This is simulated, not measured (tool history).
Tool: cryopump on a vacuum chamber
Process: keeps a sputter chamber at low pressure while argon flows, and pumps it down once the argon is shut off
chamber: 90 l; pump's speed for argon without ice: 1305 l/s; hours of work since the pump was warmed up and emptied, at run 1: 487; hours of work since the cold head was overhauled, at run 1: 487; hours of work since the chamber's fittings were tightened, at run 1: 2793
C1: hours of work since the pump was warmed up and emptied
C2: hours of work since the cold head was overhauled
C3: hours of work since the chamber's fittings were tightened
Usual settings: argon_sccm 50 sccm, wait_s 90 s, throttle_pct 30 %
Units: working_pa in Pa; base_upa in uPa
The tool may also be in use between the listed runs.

Run 1, hour 0: usual settings; C1 487; C2 487; C3 2793. Result: working_pa 0.226 Pa, base_upa 3.92 uPa.
Run 2, hour 17.4: usual settings; C1 502; C2 502; C3 2807. Result: working_pa 0.2282 Pa, base_upa 3.97 uPa.
Run 3, hour 35: usual settings; C1 516; C2 516; C3 2821. Result: working_pa 0.2262 Pa, base_upa 3.96 uPa.
Run 4, hour 52.4: usual settings; C1 530; C2 530; C3 2836. Result: working_pa 0.2247 Pa, base_upa 3.85 uPa.
Run 5, hour 65.2: usual settings; C1 541; C2 541; C3 2846. Result: working_pa 0.2275 Pa, base_upa 4.03 uPa.
Run 6, hour 77.6: usual settings but wait_s 36 s; C1 551; C2 551; C3 2856. Result: working_pa 0.2273 Pa, base_upa 5.23 uPa.
Run 7, hour 94.2: usual settings but wait_s 36 s; C1 565; C2 565; C3 2870. Result: working_pa 0.2267 Pa, base_upa 5.2 uPa.
Run 8, hour 111.1: usual settings but wait_s 36 s; C1 578; C2 578; C3 2884. Result: working_pa 0.2273 Pa, base_upa 5.29 uPa.
Run 9, hour 128.5: usual settings but argon_sccm 33 sccm; C1 593; C2 593; C3 2898. Result: working_pa 0.1509 Pa, base_upa 4.14 uPa.
Run 10, hour 136.9: usual settings but argon_sccm 33 sccm; C1 600; C2 600; C3 2905. Result: working_pa 0.1506 Pa, base_upa 4.12 uPa.
Run 11, hour 152.7: usual settings but argon_sccm 33 sccm, wait_s 197 s; C1 612; C2 612; C3 2918. Result: working_pa 0.1504 Pa, base_upa 3.72 uPa.
Run 12, hour 162.9: usual settings but argon_sccm 33 sccm, wait_s 197 s; C1 621; C2 621; C3 2926. Result: working_pa 0.1513 Pa, base_upa 3.76 uPa.
Run 13, hour 177.8: usual settings but argon_sccm 33 sccm, wait_s 197 s; C1 633; C2 633; C3 2938. Result: working_pa 0.1509 Pa, base_upa 3.6 uPa.
Run 14, hour 196.2: usual settings but argon_sccm 24 sccm, throttle_pct 47 %; C1 648; C2 648; C3 2953. Result: working_pa 0.0732 Pa, base_upa 4.16 uPa.
Run 15, hour 214.3: usual settings but argon_sccm 31 sccm, throttle_pct 22 %; C1 663; C2 663; C3 2968. Result: working_pa 0.1907 Pa, base_upa 4.25 uPa.
Run 16, hour 232.3: usual settings but argon_sccm 31 sccm, throttle_pct 22 %; C1 678; C2 678; C3 2983. Result: working_pa 0.1917 Pa, base_upa 4.3 uPa.
Run 17, hour 241.4: usual settings but argon_sccm 52 sccm, wait_s 81 s, throttle_pct 17 %; C1 685; C2 685; C3 2990. Result: working_pa 0.4109 Pa, base_upa 4.34 uPa.
Run 18, hour 251.6: usual settings but argon_sccm 22 sccm, throttle_pct 27 %; C1 694; C2 694; C3 2999. Result: working_pa 0.1111 Pa, base_upa 4.35 uPa.
Run 19, hour 269.5: usual settings but argon_sccm 22 sccm, throttle_pct 27 %; C1 708; C2 708; C3 3013. Result: working_pa 0.112 Pa, base_upa 4.4 uPa.
Run 20, hour 281.5: usual settings but argon_sccm 24 sccm, wait_s 20 s, throttle_pct 48 %; C1 718; C2 718; C3 3023. Result: working_pa 0.0717 Pa, base_upa 7.2 uPa.
Run 21, hour 298.8: usual settings but argon_sccm 24 sccm, wait_s 20 s, throttle_pct 48 %; C1 732; C2 732; C3 3037. Result: working_pa 0.0721 Pa, base_upa 7.3 uPa.
Run 22, hour 312.8: usual settings but argon_sccm 89 sccm, wait_s 101 s, throttle_pct 44 %; C1 744; C2 744; C3 3049. Result: working_pa 0.2908 Pa, base_upa 4.34 uPa.
Run 23, hour 330.3: usual settings but argon_sccm 66 sccm, wait_s 131 s, throttle_pct 33 %; C1 758; C2 758; C3 3063. Result: working_pa 0.2795 Pa, base_upa 4.27 uPa.
At hour 345.7: pump warmed up, emptied and cooled again.
Run 24, hour 348.2: usual settings but argon_sccm 66 sccm, wait_s 131 s, throttle_pct 33 %; C1 2; C2 769; C3 3074. Result: working_pa 0.2621 Pa, base_upa 3.6 uPa.
Run 25, hour 363.3: usual settings but argon_sccm 66 sccm, wait_s 131 s, throttle_pct 33 %; C1 14; C2 781; C3 3086. Result: working_pa 0.2605 Pa, base_upa 3.54 uPa.
Run 26, hour 372.7: usual settings but throttle_pct 26 %; C1 22; C2 789; C3 3094. Result: working_pa 0.253 Pa, base_upa 3.88 uPa.

Forecast each of these 5 alternatives for the next run:
Run A, hour 389.1: usual settings but argon_sccm 44 sccm, wait_s 36 s, throttle_pct 51 %; C1 36; C2 802; C3 3107. Result: working_pa ?, base_upa ?.
Run B, hour 389.1: usual settings but wait_s 82 s; C1 36; C2 802; C3 3107. Result: working_pa ?, base_upa ?.
Run C, hour 389.1: usual settings but argon_sccm 43 sccm, wait_s 131 s, throttle_pct 33 %; C1 36; C2 802; C3 3107. Result: working_pa ?, base_upa ?.
Run D, hour 389.1: usual settings but argon_sccm 57 sccm, wait_s 22 s, throttle_pct 20 %; C1 36; C2 802; C3 3107. Result: working_pa ?, base_upa ?.
Run E, hour 389.1: usual settings but argon_sccm 23 sccm, wait_s 23 s, throttle_pct 41 %; C1 36; C2 802; C3 3107. Result: working_pa ?, base_upa ?.

run  working_pa  base_upa
  A      0.1125      5.08
  B      0.2146      3.92
  C      0.1704      3.57
  D      0.3685      6.39
  E      0.0726      6.07
Without the tool's hidden state the same runs would have given:
run  working_pa  base_upa
  A      0.1109      2.28
  B      0.2128      1.13
  C      0.1689      0.75
  D      0.3664      3.59
  E      0.0717      3.35

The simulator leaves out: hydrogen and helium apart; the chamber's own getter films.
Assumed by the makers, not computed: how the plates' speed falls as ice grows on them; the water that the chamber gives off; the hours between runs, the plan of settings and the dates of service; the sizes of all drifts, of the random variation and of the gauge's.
